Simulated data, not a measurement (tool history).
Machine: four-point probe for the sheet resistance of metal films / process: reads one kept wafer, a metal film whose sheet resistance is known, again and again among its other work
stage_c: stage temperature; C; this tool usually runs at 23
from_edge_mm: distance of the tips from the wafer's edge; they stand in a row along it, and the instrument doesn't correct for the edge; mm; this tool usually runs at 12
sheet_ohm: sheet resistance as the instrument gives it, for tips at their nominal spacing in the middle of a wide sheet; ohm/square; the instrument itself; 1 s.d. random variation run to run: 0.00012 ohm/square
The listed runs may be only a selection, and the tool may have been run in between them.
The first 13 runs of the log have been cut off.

run,hour,stage_c,from_edge_mm,sheet_ohm
14,612.9,20,12,0.594286
15,662,23,12,0.59432
16,687.6,23,27,0.591094
17,719.2,23,27,0.591144
18,775.7,23,27,0.591279
19,830.4,22,24,0.591602
20,878.3,22,24,0.591459
21,920.2,31,15,0.592525
22,950.9,27,16,0.592534
23,979.4,27,16,0.592442
24,1020.3,29,15,0.592566
25,1069.5,29,15,0.592705
26,1108.1,24,11,0.594778
27,1156.3,24,11,0.594802
28,1212.8,23,12,0.594231
29,1254.6,22,7,0.600839
30,1305.7,20,24,0.591691
31,1331.3,31,16,0.592215
32,1364.8,25,19,0.592006
33,1423.4,25,19,0.591969

Each row is a separate what-if for the run after 33, all from the same tool condition, not one after another. Results?
A,1464.8,18,3,?
B,1464.8,33,19,?
C,1464.8,27,58,?
D,1464.8,28,3,?

run,sheet_ohm
A,0.642381
B,0.591608
C,0.590493
D,0.642039
Take away the tool's hidden state, keep each run's random variation, and the runs would have read:
run,sheet_ohm
A,0.642423
B,0.591646
C,0.590531
D,0.642079
